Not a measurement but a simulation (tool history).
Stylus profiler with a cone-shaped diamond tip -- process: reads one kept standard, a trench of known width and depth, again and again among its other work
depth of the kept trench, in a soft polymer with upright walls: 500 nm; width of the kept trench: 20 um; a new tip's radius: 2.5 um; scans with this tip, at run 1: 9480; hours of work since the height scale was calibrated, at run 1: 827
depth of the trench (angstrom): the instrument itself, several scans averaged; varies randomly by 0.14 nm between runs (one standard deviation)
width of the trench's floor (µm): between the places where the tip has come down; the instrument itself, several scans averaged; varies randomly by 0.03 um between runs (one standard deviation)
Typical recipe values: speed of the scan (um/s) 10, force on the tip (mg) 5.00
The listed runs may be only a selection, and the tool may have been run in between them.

| run | day | speed of the scan (um/s) | force on the tip (mg) | scans with this tip | hours of work since the height scale was calibrated | depth of the trench (angstrom) | width of the trench's floor (µm) |
|---|---|---|---|---|---|---|---|
| 1 | 0.000 | 10 | 5.00 | 9480 | 827 | 5040.0 | 15.70 |
| 2 | 1.550 | 10 | 1.69 | 9696 | 846 | 5011.5 | 15.62 |
| 3 | 2.712 | 10 | 5.00 | 9858 | 860 | 5040.3 | 15.66 |
| 4 | 4.333 | 3 | 5.00 | 10084 | 880 | 5040.2 | 15.66 |
| 5 | 5.504 | 3 | 14.00 | 10247 | 894 | 5094.9 | 15.63 |
| 6 | 7.233 | 3 | 14.00 | 10489 | 915 | 5094.7 | 15.59 |
| 7 | 8.225 | 10 | 5.00 | 10627 | 927 | 5040.1 | 15.51 |
| 8 | 10.058 | 10 | 5.00 | 10882 | 949 | 5039.3 | 15.49 |
| 9 | 11.829 | 10 | 5.00 | 11130 | 971 | 5036.3 | 15.52 |
| 10 | 13.079 | 10 | 5.00 | 11304 | 986 | 5037.0 | 15.48 |
| 11 | 14.000 | 32 | 5.00 | 11432 | 997 | 5038.7 | 15.37 |
| 12 | 15.912 | 32 | 5.00 | 11699 | 1021 | 5037.6 | 15.32 |
| 13 | 17.896 | 32 | 5.00 | 11976 | 1045 | 5034.3 | 15.34 |
| 14 | 20.058 | 32 | 5.00 | 12277 | 1071 | 5035.3 | 15.25 |
| 15 | 21.783 | 32 | 4.87 | 12518 | 1092 | 5033.5 | 15.30 |
| 16 | 23.492 | 32 | 4.87 | 12756 | 1113 | 5033.1 | 15.23 |
| 17 | 24.575 | 10 | 2.68 | 12908 | 1126 | 5012.4 | 15.34 |
| 18 | 26.138 | 2 | 5.00 | 13125 | 1145 | 5031.9 | 15.31 |
| 19 | 27.712 | 2 | 5.00 | 13345 | 1164 | 5032.2 | 15.30 |
| 20 | 28.717 | 2 | 5.00 | 13485 | 1176 | 5031.7 | 15.28 |
| 21 | 30.862 | 2 | 5.00 | 13784 | 1202 | 5030.9 | 15.29 |
| 22 | 32.238 | 7 | 14.18 | 13976 | 1219 | 5089.9 | 15.28 |
| 23 | 34.262 | 14 | 10.62 | 14258 | 1244 | 5065.6 | 15.20 |
| 24 | 36.188 | 14 | 10.62 | 14527 | 1267 | 5069.2 | 15.17 |
| 25 | 37.821 | 7 | 5.00 | 14755 | 1287 | 5029.3 | 15.15 |
| 26 | 39.842 | 11 | 6.25 | 15037 | 1312 | 5037.2 | 15.17 |
| 27 | 41.721 | 4 | 2.10 | 15299 | 1335 | 5001.9 | 15.12 |
| 28 | 42.688 | 10 | 2.44 | 15434 | 1346 | 5005.4 | 15.05 |
| 29 | 43.654 | 18 | 5.33 | 15569 | 1358 | 5029.0 | 15.02 |
| 30 | 45.867 | 8 | 3.63 | 15877 | 1385 | 5014.0 | 15.04 |
| 31 | 46.846 | 2 | 1.68 | 16014 | 1397 | 4996.2 | 15.04 |
| 32 | 49.000 | 10 | 4.83 | 16314 | 1423 | 5024.3 | 14.99 |
| 33 | 51.238 | 33 | 2.60 | 16626 | 1450 | 5004.7 | 14.87 |
| 34 | 53.392 | 10 | 6.18 | 16927 | 1477 | 5033.1 | 15.00 |
| 35 | 54.733 | 10 | 6.18 | 17114 | 1493 | 5033.2 | 14.90 |
| 36 | 56.942 | 27 | 2.66 | 17422 | 1520 | 5001.4 | 14.79 |
| 37 | 58.938 | 27 | 2.66 | 17700 | 1544 | 5001.1 | 14.83 |
|  | 59.500 | new tip fitted, height scale calibrated |
| 38 | 60.971 | 11 | 14.87 | 205 | 18 | 5124.0 | 16.89 |

For run 39, what comes out?
| 39 | 62.650 | 11 | 14.87 | 439 | 38 | ? | ? |

depth of the trench (angstrom): 5123.4
width of the trench's floor (µm): 16.80
Minus the tool's unlogged condition, the same run would have read depth of the trench (angstrom) 5122.8, width of the trench's floor (µm) 16.90.

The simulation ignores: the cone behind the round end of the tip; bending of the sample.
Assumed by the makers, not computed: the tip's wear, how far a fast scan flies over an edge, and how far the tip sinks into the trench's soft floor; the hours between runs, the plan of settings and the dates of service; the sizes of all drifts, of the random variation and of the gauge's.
